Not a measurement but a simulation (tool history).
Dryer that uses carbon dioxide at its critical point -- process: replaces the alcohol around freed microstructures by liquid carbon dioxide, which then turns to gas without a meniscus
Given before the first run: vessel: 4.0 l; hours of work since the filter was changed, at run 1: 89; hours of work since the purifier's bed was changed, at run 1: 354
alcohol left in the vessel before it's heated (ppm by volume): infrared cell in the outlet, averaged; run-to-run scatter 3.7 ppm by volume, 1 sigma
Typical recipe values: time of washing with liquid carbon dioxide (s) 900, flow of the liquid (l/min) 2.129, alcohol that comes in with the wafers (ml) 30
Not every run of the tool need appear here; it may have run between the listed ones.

run	day	time of washing with liquid carbon dioxide (s)	flow of the liquid (l/min)	alcohol that comes in with the wafers (ml)	hours of work since the filter was changed	hours of work since the purifier's bed was changed	alcohol left in the vessel before it's heated (ppm by volume)
1	0.000	900	2.129	30	89	354	40
2	0.908	900	2.129	30	98	363	36
3	1.683	900	2.129	30	106	371	38
4	2.688	900	2.129	36	116	381	41
5	3.396	900	2.129	36	123	388	36
6	4.762	900	2.129	30	136	401	43
7	5.983	900	2.129	30	148	413	46
8	6.875	900	2.129	45	157	422	51
9	8.138	900	2.129	45	170	435	49
10	9.125	900	2.129	30	179	444	35
11	10.333	900	2.129	30	191	456	47
12	11.488	900	2.129	30	203	468	36
13	12.275	900	2.129	30	210	475	50
14	13.633	900	2.129	38	224	489	46
15	14.812	900	2.129	38	235	500	54
16	15.500	780	2.120	110	242	507	127
17	16.325	540	2.470	30	250	515	108
18	17.279	1020	1.810	47	260	525	58
19	18.338	1020	1.810	47	270	535	67
20	18.971	1020	1.810	47	276	542	64
21	20.342	1020	1.810	47	290	555	66
22	21.696	960	1.610	31	303	569	82
23	22.812	900	1.920	33	314	580	67
24	24.133	600	2.680	34	327	593	67
25	24.821	600	2.680	34	334	599	74
26	25.712	840	2.850	24	343	608	50

Here are 3 independent what-if runs from the current tool condition. What would each one return?
A	26.912	840	1.680	23	355	620	?
B	26.912	1140	2.980	96	355	620	?
C	26.912	660	2.850	24	355	620	?

run	alcohol left in the vessel before it's heated (ppm by volume)
A	94
B	50
C	52
The same runs, with their run-to-run variation unchanged, on a tool lacking any hidden condition would have given:
run	alcohol left in the vessel before it's heated (ppm by volume)
A	40
B	8
C	8

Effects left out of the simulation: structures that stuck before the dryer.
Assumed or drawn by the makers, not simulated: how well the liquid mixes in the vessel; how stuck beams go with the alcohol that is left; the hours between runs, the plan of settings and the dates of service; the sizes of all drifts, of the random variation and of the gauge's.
